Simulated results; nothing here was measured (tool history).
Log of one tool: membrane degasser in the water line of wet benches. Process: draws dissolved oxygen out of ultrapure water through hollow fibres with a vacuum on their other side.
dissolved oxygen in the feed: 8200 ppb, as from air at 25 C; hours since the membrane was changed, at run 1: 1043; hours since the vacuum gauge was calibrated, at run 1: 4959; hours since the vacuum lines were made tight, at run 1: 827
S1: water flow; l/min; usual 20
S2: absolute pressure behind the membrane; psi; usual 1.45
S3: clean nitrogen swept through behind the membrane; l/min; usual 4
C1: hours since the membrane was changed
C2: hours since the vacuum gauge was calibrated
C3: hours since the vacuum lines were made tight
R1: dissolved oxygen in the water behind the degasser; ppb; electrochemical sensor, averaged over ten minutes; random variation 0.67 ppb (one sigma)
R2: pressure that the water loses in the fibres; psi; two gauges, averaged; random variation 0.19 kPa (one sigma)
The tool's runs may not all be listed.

Run 1, hour 0: usual settings; C1 1043; C2 4959; C3 827. Result: R1 86.9 ppb, R2 5.957 psi.
Run 2, hour 72.9: usual settings; C1 1116; C2 5032; C3 900. Result: R1 86.7 ppb, R2 5.994 psi.
At hour 104.6: vacuum gauge calibrated.
Run 3, hour 107.8: usual settings; C1 1151; C2 3; C3 934. Result: R1 85.2 ppb, R2 5.973 psi.
Run 4, hour 170.8: usual settings; C1 1214; C2 66; C3 997. Result: R1 84.8 ppb, R2 6.044 psi.
Run 5, hour 220.2: usual settings but S1 27 l/min; C1 1263; C2 116; C3 1046. Result: R1 114.3 ppb, R2 8.079 psi.
Run 6, hour 289.2: usual settings but S1 27 l/min; C1 1332; C2 185; C3 1115. Result: R1 114.1 ppb, R2 8.141 psi.
Run 7, hour 326.9: usual settings; C1 1370; C2 222; C3 1153. Result: R1 85.3 ppb, R2 6.018 psi.
Run 8, hour 403.5: usual settings; C1 1446; C2 299; C3 1230. Result: R1 85 ppb, R2 6.007 psi.
Run 9, hour 480.2: usual settings; C1 1523; C2 376; C3 1306. Result: R1 85.8 ppb, R2 5.978 psi.
Run 10, hour 540.4: usual settings; C1 1583; C2 436; C3 1367. Result: R1 84.6 ppb, R2 6.016 psi.
Run 11, hour 575.8: usual settings; C1 1619; C2 471; C3 1402. Result: R1 84.7 ppb, R2 6.031 psi.
Run 12, hour 645.6: usual settings but S2 1.22 psi; C1 1688; C2 541; C3 1472. Result: R1 65.3 ppb, R2 6.06 psi.
Run 13, hour 696.4: usual settings but S2 1.22 psi; C1 1739; C2 592; C3 1523. Result: R1 65.5 ppb, R2 6.005 psi.
Run 14, hour 753.7: usual settings but S2 1.22 psi, S3 2.25 l/min; C1 1797; C2 649; C3 1580. Result: R1 112.4 ppb, R2 6.038 psi.
Run 15, hour 788.2: usual settings but S2 1.22 psi, S3 2.25 l/min; C1 1831; C2 684; C3 1614. Result: R1 112.5 ppb, R2 6.012 psi.
Run 16, hour 848.4: usual settings but S1 28 l/min, S2 1.22 psi, S3 2.25 l/min; C1 1891; C2 744; C3 1675. Result: R1 156.3 ppb, R2 8.502 psi.
Run 17, hour 892: usual settings; C1 1935; C2 787; C3 1718. Result: R1 84.5 ppb, R2 6.01 psi.
Run 18, hour 925.8: usual settings but S2 1.29 psi, S3 3.95 l/min; C1 1969; C2 821; C3 1752. Result: R1 71.8 ppb, R2 5.99 psi.
Run 19, hour 1001.6: usual settings but S2 1.29 psi, S3 3.95 l/min; C1 2044; C2 897; C3 1828. Result: R1 72 ppb, R2 6 psi.
Run 20, hour 1083.3: usual settings but S2 1.29 psi, S3 3.95 l/min; C1 2126; C2 979; C3 1910. Result: R1 73.5 ppb, R2 6.01 psi.
Run 21, hour 1160.2: usual settings but S2 1.51 psi; C1 2203; C2 1056; C3 1986. Result: R1 90.3 ppb, R2 6.048 psi.
Run 22, hour 1198.6: usual settings but S2 2.03 psi, S3 1.75 l/min; C1 2241; C2 1094; C3 2025. Result: R1 283.7 ppb, R2 6.029 psi.
Run 23, hour 1270.6: usual settings but S2 2.03 psi, S3 1.75 l/min; C1 2313; C2 1166; C3 2097. Result: R1 283.1 ppb, R2 6.018 psi.
Run 24, hour 1345: usual settings but S2 2.03 psi, S3 1.75 l/min; C1 2388; C2 1240; C3 2171. Result: R1 282.4 ppb, R2 6 psi.
Run 25, hour 1381.4: usual settings but S2 2.03 psi, S3 1.75 l/min; C1 2424; C2 1277; C3 2208. Result: R1 287.5 ppb, R2 6.051 psi.
Run 26, hour 1440.8: usual settings but S1 30 l/min, S2 1.6 psi; C1 2484; C2 1336; C3 2267. Result: R1 145.7 ppb, R2 9.09 psi.
Run 27, hour 1505: usual settings but S1 30 l/min, S2 1.6 psi; C1 2548; C2 1400; C3 2331. Result: R1 146.4 ppb, R2 9.114 psi.
Run 28, hour 1549.6: usual settings but S1 13 l/min, S2 1.46 psi, S3 4.14 l/min; C1 2593; C2 1445; C3 2376. Result: R1 55.3 ppb, R2 3.91 psi.
Run 29, hour 1605.4: usual settings but S1 23 l/min, S2 1.97 psi, S3 7.37 l/min; C1 2648; C2 1501; C3 2432. Result: R1 82.3 ppb, R2 6.956 psi.
Run 30, hour 1683.1: usual settings but S1 17 l/min, S2 1.49 psi; C1 2726; C2 1578; C3 2509. Result: R1 75.5 ppb, R2 5.111 psi.
Run 31, hour 1732.7: usual settings but S1 14 l/min, S2 3.09 psi, S3 5.22 l/min; C1 2776; C2 1628; C3 2559. Result: R1 121.2 ppb, R2 4.228 psi.
Run 32, hour 1778.8: usual settings but S1 17 l/min, S2 3.09 psi, S3 5.22 l/min; C1 2822; C2 1674; C3 2605. Result: R1 145 ppb, R2 5.176 psi.
Run 33, hour 1840.2: usual settings but S1 23 l/min, S2 1.12 psi, S3 10.19 l/min; C1 2883; C2 1736; C3 2666. Result: R1 28.9 ppb, R2 7.027 psi.

How the hidden state differs across the entries between the runs, from the last listed run before each to the first after it:
Between runs 2 and 3: vacuum gauge calibrated (hour 104.6)
  membrane still open, %: 99.3 -> 99.2; true pressure behind the membrane over the reading, kPa: 0.19 -> 0.01
  measured less the result without the state, R1: +2.5 -> +0.3 ppb; R2: +0.045 -> +0.046 psi

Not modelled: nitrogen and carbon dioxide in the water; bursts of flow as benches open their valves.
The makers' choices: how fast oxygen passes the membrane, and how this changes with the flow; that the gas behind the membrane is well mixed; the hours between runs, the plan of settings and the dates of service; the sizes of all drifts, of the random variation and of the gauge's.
